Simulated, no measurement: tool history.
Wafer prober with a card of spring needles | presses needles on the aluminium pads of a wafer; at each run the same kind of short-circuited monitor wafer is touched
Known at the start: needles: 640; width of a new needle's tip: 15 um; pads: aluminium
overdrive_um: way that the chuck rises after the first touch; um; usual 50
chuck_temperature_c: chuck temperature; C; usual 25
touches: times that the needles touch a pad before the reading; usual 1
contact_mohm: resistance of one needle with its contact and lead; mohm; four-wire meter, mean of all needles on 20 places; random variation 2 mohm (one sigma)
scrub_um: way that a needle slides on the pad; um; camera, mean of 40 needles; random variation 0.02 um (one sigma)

run 1 hour=0.0 | overdrive_um=50 chuck_temperature_c=25 touches=1 | contact_mohm=244 scrub_um=7.76
run 2 hour=9.0 | overdrive_um=50 chuck_temperature_c=25 touches=1 | contact_mohm=264 scrub_um=7.76
-- hour=21.0 tips cleaned on abrasive film
run 3 hour=28.4 | overdrive_um=50 chuck_temperature_c=25 touches=1 | contact_mohm=242 scrub_um=7.66
run 4 hour=43.2 | overdrive_um=50 chuck_temperature_c=25 touches=1 | contact_mohm=276 scrub_um=7.73
-- hour=51.5 tips cleaned on abrasive film
run 5 hour=51.6 | overdrive_um=31 chuck_temperature_c=25 touches=1 | contact_mohm=242 scrub_um=4.64
run 6 hour=66.5 | overdrive_um=43 chuck_temperature_c=25 touches=1 | contact_mohm=278 scrub_um=6.58
run 7 hour=81.0 | overdrive_um=55 chuck_temperature_c=32 touches=1 | contact_mohm=273 scrub_um=8.48
-- hour=82.8 tips cleaned on abrasive film
run 8 hour=95.3 | overdrive_um=51 chuck_temperature_c=71 touches=3 | contact_mohm=240 scrub_um=7.83
run 9 hour=104.3 | overdrive_um=51 chuck_temperature_c=71 touches=3 | contact_mohm=243 scrub_um=7.81
-- hour=113.7 tips cleaned on abrasive film
run 10 hour=123.4 | overdrive_um=51 chuck_temperature_c=71 touches=3 | contact_mohm=238 scrub_um=7.82

4 ways to go on from here, each from the tool as it stands after run 10. What would each give?
run A hour=138.9 | overdrive_um=69 chuck_temperature_c=80 touches=3 | contact_mohm=? scrub_um=?
run B hour=138.9 | overdrive_um=64 chuck_temperature_c=60 touches=3 | contact_mohm=? scrub_um=?
run C hour=138.9 | overdrive_um=50 chuck_temperature_c=124 touches=1 | contact_mohm=? scrub_um=?
run D hour=138.9 | overdrive_um=51 chuck_temperature_c=74 touches=3 | contact_mohm=? scrub_um=?

run=A contact_mohm=238 scrub_um=10.68
run=B contact_mohm=233 scrub_um=9.84
run=C contact_mohm=297 scrub_um=7.65
run=D contact_mohm=248 scrub_um=7.80
Without the tool's hidden state the same runs would have given:
run=A contact_mohm=224 scrub_um=11.04
run=B contact_mohm=216 scrub_um=10.20
run=C contact_mohm=237 scrub_um=8.00
run=D contact_mohm=225 scrub_um=8.16
